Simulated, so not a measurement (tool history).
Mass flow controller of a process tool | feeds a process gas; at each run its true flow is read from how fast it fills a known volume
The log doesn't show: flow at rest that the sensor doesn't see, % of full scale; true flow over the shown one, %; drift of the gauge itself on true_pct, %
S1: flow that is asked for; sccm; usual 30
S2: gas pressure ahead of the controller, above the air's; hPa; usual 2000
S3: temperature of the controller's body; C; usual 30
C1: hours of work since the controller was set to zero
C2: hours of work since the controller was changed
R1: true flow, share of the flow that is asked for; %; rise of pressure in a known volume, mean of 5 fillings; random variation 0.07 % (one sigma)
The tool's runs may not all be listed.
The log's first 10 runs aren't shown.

| run | day | S1 | S2 | S3 | C1 | C2 | R1 |
|---|---|---|---|---|---|---|---|
| 11 | 115.6 | 30 | 2000 | 30 | 210 | 6016 | 96.63 |
| 12 | 122.912 | 30 | 2000 | 30 | 276 | 6082 | 96.73 |
| 13 | 136.008 | 30 | 2000 | 30 | 394 | 6199 | 96.59 |
| 14 | 148.921 | 30 | 2000 | 37 | 510 | 6316 | 96.66 |
| 15 | 159.721 | 30 | 2180 | 30 | 607 | 6413 | 96.57 |
| 16 | 177.804 | 30 | 2180 | 30 | 770 | 6575 | 96.52 |
| 17 | 188.029 | 30 | 2000 | 30 | 862 | 6667 | 96.5 |
| 18 | 204.254 | 30 | 2000 | 30 | 1008 | 6813 | 96.36 |
| 19 | 218.983 | 30 | 2000 | 27 | 1140 | 6946 | 96.24 |
| 20 | 231.508 | 30 | 2520 | 30 | 1253 | 7059 | 96.39 |
| 21 | 242.4 | 30 | 2520 | 30 | 1351 | 7156 | 96.6 |
| 22 | 256.512 | 30 | 2520 | 30 | 1478 | 7283 | 96.42 |
| 23 | 272.946 | 30 | 2520 | 30 | 1626 | 7431 | 96.54 |
| 24 | 289.25 | 30 | 2000 | 30 | 1772 | 7578 | 96.24 |

Forecast run 25:
| 25 | 300.271 | 30 | 2000 | 30 | 1871 | 7677 | ? |

{"run 25": {"R1": 96.22}}
Without the tool's hidden state the same run would have given R1 98.98 %.
